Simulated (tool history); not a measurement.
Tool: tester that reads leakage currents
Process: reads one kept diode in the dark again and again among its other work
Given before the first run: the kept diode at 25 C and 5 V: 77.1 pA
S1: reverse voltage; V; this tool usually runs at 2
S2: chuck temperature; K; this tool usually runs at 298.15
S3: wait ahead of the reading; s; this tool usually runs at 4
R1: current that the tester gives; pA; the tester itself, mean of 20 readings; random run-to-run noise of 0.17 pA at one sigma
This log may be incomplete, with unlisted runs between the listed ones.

Run 1, hour 0: usual settings. Result: R1 56.43 pA.
Run 2, hour 72.9: usual settings but S1 1.3 V. Result: R1 47.13 pA.
Run 3, hour 113.5: usual settings but S1 1.3 V. Result: R1 47.19 pA.
Run 4, hour 165.9: usual settings but S1 11.15 V. Result: R1 123.28 pA.
Run 5, hour 228.4: usual settings but S1 11.15 V. Result: R1 124.23 pA.
Run 6, hour 278.1: usual settings. Result: R1 56.87 pA.
Run 7, hour 336.2: usual settings but S2 324.15 K. Result: R1 478.97 pA.
Run 8, hour 404: usual settings but S2 324.15 K. Result: R1 479.28 pA.
Run 9, hour 439.3: usual settings but S2 324.15 K. Result: R1 479.19 pA.
Run 10, hour 490.4: usual settings but S3 9.42 s. Result: R1 57.43 pA.
At hour 502.3: chuck's temperature calibrated.
Run 11, hour 525.4: usual settings but S3 9.42 s. Result: R1 54.31 pA.
Run 12, hour 569.6: usual settings but S2 303.15 K. Result: R1 83.13 pA.
Run 13, hour 629: usual settings but S2 303.15 K. Result: R1 83.4 pA.
Run 14, hour 659.6: usual settings but S2 297.15 K. Result: R1 49.52 pA.
Run 15, hour 726.2: usual settings. Result: R1 54.35 pA.
Run 16, hour 772.8: usual settings. Result: R1 54.46 pA.
Run 17, hour 835.4: usual settings but S1 3.06 V, S2 330.15 K. Result: R1 860.89 pA.
At hour 840.8: tester calibrated.
Run 18, hour 904.5: usual settings but S1 1.73 V, S2 318.15 K. Result: R1 269.45 pA.
Run 19, hour 976.9: usual settings but S1 1.73 V, S2 318.15 K. Result: R1 268.74 pA.
Run 20, hour 1040.1: usual settings but S1 1.73 V, S2 318.15 K. Result: R1 270.43 pA.
Run 21, hour 1111.9: usual settings but S1 1.73 V, S2 318.15 K. Result: R1 269.55 pA.
Run 22, hour 1165.1: usual settings but S1 1.73 V, S2 318.15 K. Result: R1 271.27 pA.
At hour 1213.1: tester calibrated, once more.
Run 23, hour 1213.1: usual settings but S1 16.65 V, S2 315.15 K. Result: R1 579.95 pA.
Run 24, hour 1287.2: usual settings but S1 3.75 V, S2 319.15 K, S3 6.66 s. Result: R1 415.27 pA.
Run 25, hour 1332.7: usual settings but S2 328.15 K. Result: R1 630.24 pA.
Run 26, hour 1400.3: usual settings but S2 305.15 K. Result: R1 102.65 pA.
Run 27, hour 1457.3: usual settings but S3 0.66 s. Result: R1 57.52 pA.
Run 28, hour 1525.5: usual settings but S1 8.42 V, S2 314.15 K. Result: R1 402.38 pA.
Run 29, hour 1556.9: usual settings but S1 7.55 V, S2 297.15 K, S3 0.77 s. Result: R1 100.33 pA.

4 options for the next run, each taken on its own from the tool as it stands now. Forecast them:
Run A, hour 1621.1: usual settings but S1 2.2 V, S2 297.15 K. Result: R1 ?.
Run B, hour 1621.1: usual settings but S1 7.55 V, S2 297.15 K, S3 7.75 s. Result: R1 ?.
Run C, hour 1621.1: usual settings but S1 6.98 V, S2 297.15 K, S3 0.57 s. Result: R1 ?.
Run D, hour 1621.1: usual settings but S1 7.55 V, S2 309.15 K, S3 0.77 s. Result: R1 ?.

run      R1
  A    54.8
  B   98.11
  C   97.61
  D  258.99
The same runs, with their run-to-run variation unchanged, on a tool lacking any hidden condition would have given:
run      R1
  A   50.21
  B    84.3
  C   84.81
  D  242.24
